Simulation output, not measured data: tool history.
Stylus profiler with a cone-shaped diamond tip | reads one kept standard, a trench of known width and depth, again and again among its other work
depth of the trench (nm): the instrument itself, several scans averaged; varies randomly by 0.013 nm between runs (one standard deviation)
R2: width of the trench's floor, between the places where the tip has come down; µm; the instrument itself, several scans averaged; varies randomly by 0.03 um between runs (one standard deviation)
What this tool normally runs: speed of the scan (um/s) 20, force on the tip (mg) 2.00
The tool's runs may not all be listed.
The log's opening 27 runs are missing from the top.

Run 28, hour 1612.2: usual settings but force on the tip (mg) 2.87. Result: depth of the trench (nm) 101.54, R2 47.92 µm.
Run 29, hour 1660.9: usual settings but speed of the scan (um/s) 34, force on the tip (mg) 1.11. Result: depth of the trench (nm) 100.79, R2 47.83 µm.
Run 30, hour 1697.3: usual settings but speed of the scan (um/s) 13, force on the tip (mg) 0.89. Result: depth of the trench (nm) 100.69, R2 47.99 µm.
Run 31, hour 1735.0: usual settings but force on the tip (mg) 1.36. Result: depth of the trench (nm) 100.89, R2 47.96 µm.
Run 32, hour 1792.5: usual settings but speed of the scan (um/s) 13, force on the tip (mg) 3.77. Result: depth of the trench (nm) 101.78, R2 47.93 µm.
Run 33, hour 1849.9: usual settings but speed of the scan (um/s) 14, force on the tip (mg) 2.47. Result: depth of the trench (nm) 101.35, R2 47.99 µm.
Run 34, hour 1913.0: usual settings but speed of the scan (um/s) 14, force on the tip (mg) 2.37. Result: depth of the trench (nm) 101.34, R2 47.92 µm.
Run 35, hour 1991.4: usual settings but speed of the scan (um/s) 22, force on the tip (mg) 3.61. Result: depth of the trench (nm) 101.75, R2 47.94 µm.

Alternative continuations, all from the tool just after run 35; predict every row:
Run A, hour 2073.0: usual settings but speed of the scan (um/s) 22, force on the tip (mg) 1.09. Result: depth of the trench (nm) ?, R2 ?.
Run B, hour 2073.0: usual settings but speed of the scan (um/s) 5, force on the tip (mg) 3.61. Result: depth of the trench (nm) ?, R2 ?.
Run C, hour 2073.0: usual settings but speed of the scan (um/s) 48, force on the tip (mg) 1.47. Result: depth of the trench (nm) ?, R2 ?.
Run D, hour 2073.0: usual settings but speed of the scan (um/s) 21, force on the tip (mg) 3.61. Result: depth of the trench (nm) ?, R2 ?.

run  depth of the trench (nm)     R2
  A                    100.78  47.91
  B                    101.75  48.04
  C                    100.97  47.78
  D                    101.74  47.96
Take away the tool's hidden state, keep each run's random variation, and the runs would have read:
run  depth of the trench (nm)     R2
  A                    100.78  47.91
  B                    101.74  48.04
  C                    100.97  47.79
  D                    101.74  47.97
